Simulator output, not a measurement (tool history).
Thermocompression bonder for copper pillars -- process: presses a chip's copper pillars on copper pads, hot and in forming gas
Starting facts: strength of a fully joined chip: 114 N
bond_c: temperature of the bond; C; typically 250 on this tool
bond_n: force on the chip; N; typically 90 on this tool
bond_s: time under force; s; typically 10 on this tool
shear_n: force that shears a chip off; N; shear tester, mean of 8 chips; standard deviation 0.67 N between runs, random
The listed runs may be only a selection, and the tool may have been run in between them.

| run | hour | bond_c | bond_n | bond_s | shear_n |
|---|---|---|---|---|---|
| 1 | 0 | 250 | 90 | 10 | 73.2 |
| 2 | 22.8 | 250 | 90 | 29 | 92.4 |
| 3 | 37.2 | 250 | 90 | 10 | 70.8 |
| 4 | 54.3 | 250 | 90 | 19 | 86.3 |
| 5 | 74.4 | 250 | 90 | 23 | 87.1 |
| 6 | 91.4 | 250 | 89 | 10 | 71 |
| 7 | 113.8 | 250 | 89 | 10 | 69.5 |
| 8 | 131.5 | 253 | 90 | 10 | 73.2 |
| 9 | 145.4 | 250 | 90 | 10 | 70.3 |
|  | 165.1 | forming gas filter changed |
| 10 | 166.4 | 250 | 90 | 10 | 72.6 |
| 11 | 178.5 | 250 | 90 | 10 | 71.2 |
| 12 | 189.1 | 250 | 90 | 19 | 85.3 |
| 13 | 211 | 250 | 90 | 19 | 83.7 |
| 14 | 232 | 271 | 119 | 6 | 89.4 |
| 15 | 242.4 | 270 | 94 | 10 | 89.7 |
| 16 | 254.8 | 270 | 94 | 10 | 88.4 |
| 17 | 271 | 256 | 90 | 10 | 75.5 |
| 18 | 292.1 | 256 | 90 | 10 | 74.8 |
| 19 | 314.8 | 256 | 90 | 10 | 74.2 |

Consider 5 possible next runs. They are alternatives, not a sequence: every one starts from the tool as it was left by run 19. What does each give?
| A | 329.8 | 256 | 90 | 17 | ? |
| B | 329.8 | 243 | 54 | 10 | ? |
| C | 329.8 | 244 | 87 | 15 | ? |
| D | 329.8 | 274 | 58 | 8 | ? |
| E | 329.8 | 256 | 90 | 15 | ? |

| run | shear_n |
|---|---|
| A | 84.6 |
| B | 42.4 |
| C | 70.3 |
| D | 64.2 |
| E | 82 |
Stripped of hidden state, with their random variation kept, the same runs would have yielded:
| run | shear_n |
|---|---|
| A | 93.3 |
| B | 50.4 |
| C | 80 |
| D | 73.1 |
| E | 90.9 |
